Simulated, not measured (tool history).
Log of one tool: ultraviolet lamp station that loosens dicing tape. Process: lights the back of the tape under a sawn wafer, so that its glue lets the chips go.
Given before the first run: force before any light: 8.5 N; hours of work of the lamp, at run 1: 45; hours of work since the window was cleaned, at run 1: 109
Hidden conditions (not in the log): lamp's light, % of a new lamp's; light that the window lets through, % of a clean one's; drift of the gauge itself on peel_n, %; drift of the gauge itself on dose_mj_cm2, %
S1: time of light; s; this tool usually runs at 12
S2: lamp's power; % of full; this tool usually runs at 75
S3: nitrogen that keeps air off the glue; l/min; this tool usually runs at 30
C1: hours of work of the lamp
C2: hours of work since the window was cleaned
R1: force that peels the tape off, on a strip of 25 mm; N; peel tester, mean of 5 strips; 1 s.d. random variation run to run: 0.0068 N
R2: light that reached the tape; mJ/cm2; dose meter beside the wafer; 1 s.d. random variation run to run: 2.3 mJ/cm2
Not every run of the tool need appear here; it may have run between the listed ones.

Run 1, hour 0.0: usual settings; C1 45; C2 109. Result: R1 0.282 N, R2 197 mJ/cm2.
Run 2, hour 12.7: usual settings but S2 93 % of full; C1 53; C2 117. Result: R1 0.165 N, R2 245 mJ/cm2.
Run 3, hour 30.2: usual settings; C1 64; C2 128. Result: R1 0.290 N, R2 194 mJ/cm2.
Run 4, hour 50.9: usual settings but S2 74 % of full; C1 77; C2 141. Result: R1 0.305 N, R2 187 mJ/cm2.
Run 5, hour 72.5: usual settings but S2 74 % of full; C1 90; C2 154. Result: R1 0.303 N, R2 182 mJ/cm2.
Run 6, hour 98.3: usual settings; C1 106; C2 170. Result: R1 0.310 N, R2 185 mJ/cm2.
Run 7, hour 112.0: usual settings; C1 115; C2 179. Result: R1 0.325 N, R2 184 mJ/cm2.
Run 8, hour 123.6: usual settings; C1 122; C2 186. Result: R1 0.333 N, R2 181 mJ/cm2.
Run 9, hour 146.9: usual settings but S1 10 s, S2 99 % of full, S3 10 l/min; C1 136; C2 200. Result: R1 0.798 N, R2 200 mJ/cm2.
Run 10, hour 169.4: usual settings but S1 14 s, S3 29 l/min; C1 150; C2 214. Result: R1 0.228 N, R2 210 mJ/cm2.
Run 11, hour 189.1: usual settings but S1 14 s, S2 71 % of full, S3 29 l/min; C1 162; C2 226. Result: R1 0.276 N, R2 200 mJ/cm2.
Run 12, hour 200.7: usual settings but S1 13 s, S2 70 % of full, S3 18 l/min; C1 169; C2 234. Result: R1 0.574 N, R2 178 mJ/cm2.
Run 13, hour 216.7: usual settings but S1 10 s, S2 86 % of full, S3 13 l/min; C1 179; C2 244. Result: R1 0.865 N, R2 170 mJ/cm2.
Run 14, hour 228.4: usual settings but S1 10 s, S2 86 % of full, S3 13 l/min; C1 187; C2 251. Result: R1 0.931 N, R2 167 mJ/cm2.

Each row is a separate what-if for the run after 14, all from the same tool condition, not one after another. Results?
Run A, hour 246.6: usual settings but S1 13 s, S2 74 % of full, S3 10 l/min; C1 198; C2 262. Result: R1 ?, R2 ?.
Run B, hour 246.6: usual settings but S1 16 s, S2 62 % of full, S3 13 l/min; C1 198; C2 262. Result: R1 ?, R2 ?.
Run C, hour 246.6: usual settings but S1 7 s, S2 70 % of full, S3 28 l/min; C1 198; C2 262. Result: R1 ?, R2 ?.

run     R1   R2
  A  0.888  183
  B  0.669  192
  C  1.537   97
The same runs, with their run-to-run variation unchanged, on a tool lacking any hidden condition would have given:
run     R1   R2
  A  0.578  221
  B  0.419  231
  C  1.092  117
